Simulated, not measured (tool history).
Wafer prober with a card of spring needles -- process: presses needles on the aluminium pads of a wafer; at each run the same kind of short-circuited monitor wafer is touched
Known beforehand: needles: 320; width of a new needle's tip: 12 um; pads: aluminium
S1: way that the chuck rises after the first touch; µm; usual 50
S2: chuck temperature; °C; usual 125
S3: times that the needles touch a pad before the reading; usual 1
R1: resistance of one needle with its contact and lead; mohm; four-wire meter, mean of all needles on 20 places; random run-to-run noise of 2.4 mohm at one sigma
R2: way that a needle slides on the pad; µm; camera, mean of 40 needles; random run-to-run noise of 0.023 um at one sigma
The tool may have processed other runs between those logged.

run   hour  S1   S2  S3   R1     R2
  1    0.0  50  125   1  351   9.86
  2    6.7  50  125   1  361   9.90
  3   12.1  50  125   1  367   9.88
      14.9  -- tips cleaned on abrasive film
  4   22.6  50  125   1  400   9.86
  5   29.3  50  125   1  393   9.86
  6   36.6  50  125   1  392   9.89
  7   45.7  50  125   1  394   9.86
      48.5  -- tips cleaned on abrasive film
  8   50.4  50  108   1  297   9.81
  9   54.8  50  125   1  312   9.82
 10   61.9  50   60   1  328   9.82
 11   67.0  50   60   1  343   9.84
 12   73.9  50  125   1  361   9.86
      75.9  -- tips cleaned on abrasive film, once more
 13   81.8  50  125   2  299   9.82
 14   88.1  68   26   1  288  13.36
 15   97.6  54   35   3  277  10.62
 16  103.0  36   64   2  374   7.01
     109.8  -- tips cleaned on abrasive film
 17  112.5  50   33   1  277   9.76
 18  122.4  50   33   1  321   9.77
 19  132.0  37   33   2  351   7.20
 20  138.9  37   33   2  370   7.19
     143.6  -- tips cleaned on abrasive film
 21  145.4  50  106   2  287   9.75
 22  151.0  43   32   2  291   8.37
 23  159.0  32  103   2  379   6.19
 24  165.8  32   48   2  392   6.17
 25  172.6  32   48   2  403   6.19
     177.3  -- tips cleaned on abrasive film
 26  177.3  32   48   1  297   6.16

Here are 4 independent what-if runs from the current tool condition. What would each one return?
  A  185.4  50   69   1   ?   ?
  B  185.4  35   48   2   ?   ?
  C  185.4  32   48   1   ?   ?
  D  185.4  53  104   2   ?   ?

run   R1     R2
  A  312   9.76
  B  327   6.76
  C  386   6.15
  D  295  10.31
The same runs, with their run-to-run variation unchanged, on a tool lacking any hidden condition would have given:
run   R1     R2
  A  259   9.99
  B  262   6.99
  C  261   6.37
  D  267  10.54
